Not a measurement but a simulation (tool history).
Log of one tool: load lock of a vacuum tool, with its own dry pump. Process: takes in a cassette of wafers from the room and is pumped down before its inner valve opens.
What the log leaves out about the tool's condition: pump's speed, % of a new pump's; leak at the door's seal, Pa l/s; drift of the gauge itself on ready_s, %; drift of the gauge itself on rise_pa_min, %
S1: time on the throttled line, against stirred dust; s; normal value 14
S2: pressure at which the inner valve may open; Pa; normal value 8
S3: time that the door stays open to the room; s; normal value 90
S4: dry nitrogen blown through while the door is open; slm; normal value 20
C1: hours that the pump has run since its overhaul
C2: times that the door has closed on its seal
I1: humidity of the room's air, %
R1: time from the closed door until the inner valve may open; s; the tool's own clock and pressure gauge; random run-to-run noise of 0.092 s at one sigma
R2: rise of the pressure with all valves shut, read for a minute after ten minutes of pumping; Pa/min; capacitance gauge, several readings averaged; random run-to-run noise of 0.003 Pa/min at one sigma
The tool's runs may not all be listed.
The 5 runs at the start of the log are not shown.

{"run": 6, "hour": 661.5, "S1": 14, "S2": 8, "S3": 41, "S4": 20, "C1": 5139, "C2": 6388, "I1": 42.2, "R1": 27.06, "R2": 0.081}
{"run": 7, "hour": 864.4, "S1": 14, "S2": 8, "S3": 41, "S4": 20, "C1": 5342, "C2": 6847, "I1": 44.8, "R1": 26.82, "R2": 0.079}
{"run": 8, "hour": 988.0, "S1": 18, "S2": 8, "S3": 90, "S4": 20, "C1": 5466, "C2": 7127, "I1": 44.1, "R1": 29.74, "R2": 0.094}
{"run": 9, "hour": 1134.4, "S1": 18, "S2": 8, "S3": 90, "S4": 20, "C1": 5612, "C2": 7458, "I1": 43.0, "R1": 29.79, "R2": 0.094}
{"run": 10, "hour": 1347.4, "S1": 14, "S2": 8, "S3": 90, "S4": 20, "C1": 5825, "C2": 7941, "I1": 44.8, "R1": 26.95, "R2": 0.104}
{"run": 11, "hour": 1557.6, "S1": 14, "S2": 13, "S3": 90, "S4": 20, "C1": 6035, "C2": 8416, "I1": 46.2, "R1": 26.05, "R2": 0.111}
{"run": 12, "hour": 1757.3, "S1": 14, "S2": 8, "S3": 90, "S4": 20, "C1": 6235, "C2": 8868, "I1": 43.6, "R1": 27.04, "R2": 0.11}
{"run": 13, "hour": 1969.7, "S1": 14, "S2": 8, "S3": 90, "S4": 20, "C1": 6447, "C2": 9349, "I1": 45.0, "R1": 27.11, "R2": 0.111}
{"run": 14, "hour": 2172.2, "S1": 14, "S2": 8, "S3": 90, "S4": 20, "C1": 6650, "C2": 9808, "I1": 49.1, "R1": 27.1, "R2": 0.121}
{"run": 15, "hour": 2336.8, "S1": 14, "S2": 8, "S3": 90, "S4": 11, "C1": 6814, "C2": 10180, "I1": 44.0, "R1": 27.17, "R2": 0.14}
{"run": 16, "hour": 2570.1, "S1": 14, "S2": 15, "S3": 225, "S4": 12, "C1": 7048, "C2": 10709, "I1": 44.0, "R1": 26.0, "R2": 0.17}
{"run": 17, "hour": 2754.0, "S1": 14, "S2": 15, "S3": 225, "S4": 12, "C1": 7232, "C2": 11125, "I1": 44.2, "R1": 26.07, "R2": 0.17}

Forecast run 18:
{"run": 18, "hour": 2997.7, "S1": 14, "S2": 8, "S3": 90, "S4": 7, "C1": 7475, "C2": 11677, "I1": 44.1, "R1": "?", "R2": "?"}

R1: 27.17 s
R2: 0.167 Pa/min
With no hidden state in the tool, this same run would have given R1 26.11 s, R2 0.084 Pa/min.
